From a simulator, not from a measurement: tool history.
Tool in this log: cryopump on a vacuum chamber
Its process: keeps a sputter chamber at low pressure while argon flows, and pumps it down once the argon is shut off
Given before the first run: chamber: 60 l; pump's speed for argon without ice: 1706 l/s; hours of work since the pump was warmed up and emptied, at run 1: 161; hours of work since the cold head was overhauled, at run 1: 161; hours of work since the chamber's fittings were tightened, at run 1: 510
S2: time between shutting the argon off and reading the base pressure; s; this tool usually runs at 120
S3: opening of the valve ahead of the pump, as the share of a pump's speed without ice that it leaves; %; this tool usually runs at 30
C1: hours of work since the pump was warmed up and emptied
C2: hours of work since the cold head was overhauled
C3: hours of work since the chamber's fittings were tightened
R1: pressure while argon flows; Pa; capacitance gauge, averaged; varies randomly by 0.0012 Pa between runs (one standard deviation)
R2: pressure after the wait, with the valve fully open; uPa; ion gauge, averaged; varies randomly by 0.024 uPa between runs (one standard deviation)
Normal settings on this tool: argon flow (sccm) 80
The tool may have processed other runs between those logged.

{"run": 1, "hour": 0.0, "argon flow (sccm)": 80, "S2": 120, "S3": 30, "C1": 161, "C2": 161, "C3": 510, "R1": 0.2683, "R2": 0.94}
{"run": 2, "hour": 8.3, "argon flow (sccm)": 80, "S2": 120, "S3": 30, "C1": 165, "C2": 165, "C3": 514, "R1": 0.2689, "R2": 0.98}
{"run": 3, "hour": 20.3, "argon flow (sccm)": 80, "S2": 120, "S3": 30, "C1": 170, "C2": 170, "C3": 519, "R1": 0.2682, "R2": 0.94}
{"run": 4, "hour": 29.9, "argon flow (sccm)": 80, "S2": 120, "S3": 30, "C1": 174, "C2": 174, "C3": 523, "R1": 0.2693, "R2": 0.98}
{"run": 5, "hour": 40.5, "argon flow (sccm)": 80, "S2": 120, "S3": 27, "C1": 178, "C2": 178, "C3": 527, "R1": 0.3, "R2": 0.99}
{"run": 6, "hour": 54.2, "argon flow (sccm)": 80, "S2": 120, "S3": 27, "C1": 184, "C2": 184, "C3": 533, "R1": 0.2994, "R2": 0.98}
{"run": 7, "hour": 67.2, "argon flow (sccm)": 80, "S2": 120, "S3": 27, "C1": 190, "C2": 190, "C3": 539, "R1": 0.2983, "R2": 1.0}
{"run": 8, "hour": 81.1, "argon flow (sccm)": 80, "S2": 120, "S3": 27, "C1": 196, "C2": 196, "C3": 545, "R1": 0.3013, "R2": 0.97}
{"run": 9, "hour": 91.0, "argon flow (sccm)": 80, "S2": 120, "S3": 27, "C1": 200, "C2": 200, "C3": 549, "R1": 0.2991, "R2": 0.99}
{"run": 10, "hour": 103.8, "argon flow (sccm)": 80, "S2": 120, "S3": 27, "C1": 205, "C2": 205, "C3": 554, "R1": 0.3013, "R2": 0.99}
{"run": 11, "hour": 117.9, "argon flow (sccm)": 80, "S2": 120, "S3": 27, "C1": 211, "C2": 211, "C3": 560, "R1": 0.3, "R2": 0.97}
{"run": 12, "hour": 130.3, "argon flow (sccm)": 80, "S2": 120, "S3": 35, "C1": 217, "C2": 217, "C3": 566, "R1": 0.2357, "R2": 0.96}
{"run": 13, "hour": 141.8, "argon flow (sccm)": 80, "S2": 120, "S3": 30, "C1": 221, "C2": 221, "C3": 570, "R1": 0.2716, "R2": 1.0}
{"run": 14, "hour": 153.1, "argon flow (sccm)": 80, "S2": 120, "S3": 30, "C1": 226, "C2": 226, "C3": 575, "R1": 0.2747, "R2": 0.99}
{"run": 15, "hour": 167.4, "argon flow (sccm)": 80, "S2": 161, "S3": 30, "C1": 232, "C2": 232, "C3": 581, "R1": 0.2696, "R2": 0.86}
{"run": 16, "hour": 174.2, "argon flow (sccm)": 80, "S2": 161, "S3": 30, "C1": 235, "C2": 235, "C3": 584, "R1": 0.2716, "R2": 0.84}
{"run": 17, "hour": 185.4, "argon flow (sccm)": 80, "S2": 161, "S3": 30, "C1": 240, "C2": 240, "C3": 589, "R1": 0.2717, "R2": 0.83}
{"run": 18, "hour": 200.1, "argon flow (sccm)": 80, "S2": 161, "S3": 30, "C1": 246, "C2": 246, "C3": 595, "R1": 0.2707, "R2": 0.83}
{"run": 19, "hour": 207.6, "argon flow (sccm)": 60, "S2": 120, "S3": 43, "C1": 249, "C2": 249, "C3": 598, "R1": 0.1447, "R2": 0.98}
{"run": 20, "hour": 214.1, "argon flow (sccm)": 60, "S2": 120, "S3": 43, "C1": 252, "C2": 252, "C3": 601, "R1": 0.1445, "R2": 1.03}
{"run": 21, "hour": 223.5, "argon flow (sccm)": 46, "S2": 40, "S3": 26, "C1": 256, "C2": 256, "C3": 605, "R1": 0.1807, "R2": 2.34}
{"run": 22, "hour": 237.2, "argon flow (sccm)": 46, "S2": 48, "S3": 51, "C1": 262, "C2": 262, "C3": 611, "R1": 0.0957, "R2": 2.07}
{"run": 23, "hour": 250.9, "argon flow (sccm)": 80, "S2": 27, "S3": 30, "C1": 268, "C2": 268, "C3": 617, "R1": 0.2736, "R2": 3.42}
{"run": 24, "hour": 262.6, "argon flow (sccm)": 80, "S2": 27, "S3": 30, "C1": 273, "C2": 273, "C3": 622, "R1": 0.2732, "R2": 3.32}
{"run": 25, "hour": 270.3, "argon flow (sccm)": 36, "S2": 47, "S3": 30, "C1": 276, "C2": 276, "C3": 625, "R1": 0.1235, "R2": 2.06}
{"run": 26, "hour": 278.9, "argon flow (sccm)": 94, "S2": 154, "S3": 59, "C1": 280, "C2": 280, "C3": 629, "R1": 0.1691, "R2": 0.86}
{"run": 27, "hour": 285.5, "argon flow (sccm)": 94, "S2": 154, "S3": 59, "C1": 283, "C2": 283, "C3": 631, "R1": 0.1696, "R2": 0.83}
{"run": 28, "hour": 299.1, "argon flow (sccm)": 94, "S2": 154, "S3": 59, "C1": 288, "C2": 288, "C3": 637, "R1": 0.1685, "R2": 0.83}
{"run": 29, "hour": 314.5, "argon flow (sccm)": 80, "S2": 24, "S3": 30, "C1": 295, "C2": 295, "C3": 644, "R1": 0.2738, "R2": 3.72}
{"run": 30, "hour": 325.7, "argon flow (sccm)": 80, "S2": 24, "S3": 30, "C1": 300, "C2": 300, "C3": 649, "R1": 0.2737, "R2": 3.84}
{"run": 31, "hour": 338.1, "argon flow (sccm)": 80, "S2": 24, "S3": 30, "C1": 305, "C2": 305, "C3": 654, "R1": 0.2722, "R2": 3.84}
{"run": 32, "hour": 351.8, "argon flow (sccm)": 36, "S2": 120, "S3": 20, "C1": 311, "C2": 311, "C3": 660, "R1": 0.1839, "R2": 0.98}
{"run": 33, "hour": 362.7, "argon flow (sccm)": 80, "S2": 120, "S3": 18, "C1": 315, "C2": 315, "C3": 664, "R1": 0.4519, "R2": 1.02}
{"run": 34, "hour": 375.6, "argon flow (sccm)": 80, "S2": 120, "S3": 18, "C1": 321, "C2": 321, "C3": 670, "R1": 0.4502, "R2": 1.0}

3 ways to go on from here, each from the tool as it stands after run 34. What would each give?
{"run": "A", "hour": 386.3, "argon flow (sccm)": 80, "S2": 73, "S3": 18, "C1": 325, "C2": 325, "C3": 674, "R1": "?", "R2": "?"}
{"run": "B", "hour": 386.3, "argon flow (sccm)": 117, "S2": 120, "S3": 30, "C1": 325, "C2": 325, "C3": 674, "R1": "?", "R2": "?"}
{"run": "C", "hour": 386.3, "argon flow (sccm)": 80, "S2": 49, "S3": 38, "C1": 325, "C2": 325, "C3": 674, "R1": "?", "R2": "?"}

run=A R1=0.4530 R2=1.49
run=B R1=0.4021 R2=1.05
run=C R1=0.2198 R2=2.08
Without the tool's unlogged condition, the same runs would have read:
run=A R1=0.4417 R2=1.32
run=B R1=0.3857 R2=0.89
run=C R1=0.2086 R2=1.92

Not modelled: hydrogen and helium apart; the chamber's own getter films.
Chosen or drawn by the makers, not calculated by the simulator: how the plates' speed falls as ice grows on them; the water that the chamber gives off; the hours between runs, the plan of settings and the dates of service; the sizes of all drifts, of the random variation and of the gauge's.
